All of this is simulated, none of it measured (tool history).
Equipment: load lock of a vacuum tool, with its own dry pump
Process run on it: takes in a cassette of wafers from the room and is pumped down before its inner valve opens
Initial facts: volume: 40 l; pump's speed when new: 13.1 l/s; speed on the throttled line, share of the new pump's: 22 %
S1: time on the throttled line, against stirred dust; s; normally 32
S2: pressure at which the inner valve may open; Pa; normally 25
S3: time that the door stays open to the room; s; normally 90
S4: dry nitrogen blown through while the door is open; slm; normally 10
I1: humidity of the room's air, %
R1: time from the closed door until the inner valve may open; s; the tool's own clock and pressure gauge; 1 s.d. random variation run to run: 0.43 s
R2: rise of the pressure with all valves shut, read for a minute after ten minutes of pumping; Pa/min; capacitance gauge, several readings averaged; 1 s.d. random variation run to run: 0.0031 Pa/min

run 1 hour=0.0 | S1=32 S2=25 S3=90 S4=10 | I1=45.7 | R1=49.8 R2=0.108
run 2 hour=243.6 | S1=32 S2=25 S3=90 S4=10 | I1=45.8 | R1=50.4 R2=0.113
run 3 hour=444.3 | S1=32 S2=25 S3=90 S4=10 | I1=42.6 | R1=50.8 R2=0.118
run 4 hour=660.6 | S1=32 S2=27 S3=90 S4=10 | I1=45.8 | R1=50.0 R2=0.123
run 5 hour=796.7 | S1=32 S2=27 S3=90 S4=10 | I1=43.5 | R1=50.8 R2=0.119
run 6 hour=1092.5 | S1=32 S2=27 S3=90 S4=10 | I1=41.6 | R1=50.7 R2=0.125
run 7 hour=1341.7 | S1=32 S2=25 S3=90 S4=10 | I1=44.5 | R1=50.8 R2=0.144
run 8 hour=1619.8 | S1=32 S2=25 S3=90 S4=14 | I1=42.0 | R1=50.8 R2=0.138
run 9 hour=1864.0 | S1=32 S2=25 S3=90 S4=10 | I1=46.1 | R1=50.8 R2=0.156
run 10 hour=2083.0 | S1=32 S2=25 S3=90 S4=10 | I1=45.2 | R1=50.7 R2=0.156
run 11 hour=2368.3 | S1=25 S2=41 S3=115 S4=7 | I1=45.2 | R1=44.1 R2=0.193
run 12 hour=2605.1 | S1=25 S2=41 S3=115 S4=7 | I1=47.0 | R1=43.7 R2=0.203
run 13 hour=2854.5 | S1=32 S2=19 S3=35 S4=10 | I1=43.7 | R1=52.2 R2=0.157
run 14 hour=3045.7 | S1=20 S2=48 S3=30 S4=26 | I1=42.4 | R1=39.6 R2=0.139
run 15 hour=3336.7 | S1=24 S2=33 S3=70 S4=25 | I1=44.4 | R1=43.8 R2=0.170
run 16 hour=3533.5 | S1=18 S2=19 S3=49 S4=7 | I1=46.8 | R1=41.7 R2=0.199
run 17 hour=3742.3 | S1=22 S2=23 S3=49 S4=7 | I1=45.6 | R1=44.4 R2=0.202
run 18 hour=3977.5 | S1=22 S2=23 S3=49 S4=7 | I1=44.2 | R1=44.2 R2=0.214

Alternative continuations, all from the tool just after run 18; predict every row:
run A hour=4183.2 | S1=22 S2=23 S3=165 S4=7 | I1=41.7 | R1=? R2=?
run B hour=4183.2 | S1=22 S2=32 S3=135 S4=13 | I1=44.0 | R1=? R2=?
run C hour=4183.2 | S1=24 S2=31 S3=49 S4=7 | I1=45.2 | R1=? R2=?

run=A R1=43.7 R2=0.278
run=B R1=42.8 R2=0.244
run=C R1=44.6 R2=0.229
With the hidden condition removed and each run's random variation left untouched, the same runs would have given:
run=A R1=42.5 R2=0.115
run=B R1=41.6 R2=0.083
run=C R1=43.5 R2=0.068
